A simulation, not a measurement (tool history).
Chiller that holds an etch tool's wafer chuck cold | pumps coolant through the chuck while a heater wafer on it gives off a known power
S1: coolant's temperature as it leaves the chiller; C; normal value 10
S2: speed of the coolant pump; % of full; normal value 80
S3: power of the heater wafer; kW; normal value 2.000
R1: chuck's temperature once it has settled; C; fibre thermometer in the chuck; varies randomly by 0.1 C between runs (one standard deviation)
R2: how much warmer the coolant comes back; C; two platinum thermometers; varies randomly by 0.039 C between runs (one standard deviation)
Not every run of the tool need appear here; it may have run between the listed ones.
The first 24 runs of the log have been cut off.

run,hour,S1,S2,S3,R1,R2
25,2832.6,14,71,2.000,49.5,9.94
26,2937.5,14,71,2.000,49.8,9.97
27,3050.5,14,71,2.000,49.8,10.00
28,3179.0,18,87,2.000,49.2,8.10
29,3324.6,18,87,2.000,49.6,8.05
# hour 3370.2: coolant changed, channels flushed
30,3448.9,10,80,2.000,35.6,8.86
31,3567.8,10,69,2.801,49.7,14.36
32,3682.0,10,69,2.801,49.9,14.39

Forecast each of these 3 alternatives for the next run:
A,3753.5,10,93,2.801,?,?
B,3753.5,13,80,2.000,?,?
C,3753.5,13,80,2.000,?,?

run,R1,R2
A,42.3,10.66
B,38.9,8.83
C,38.8,8.85
The same runs, with their run-to-run variation unchanged, on a tool lacking any hidden condition would have given:
run,R1,R2
A,40.7,10.15
B,37.6,8.40
C,37.4,8.43
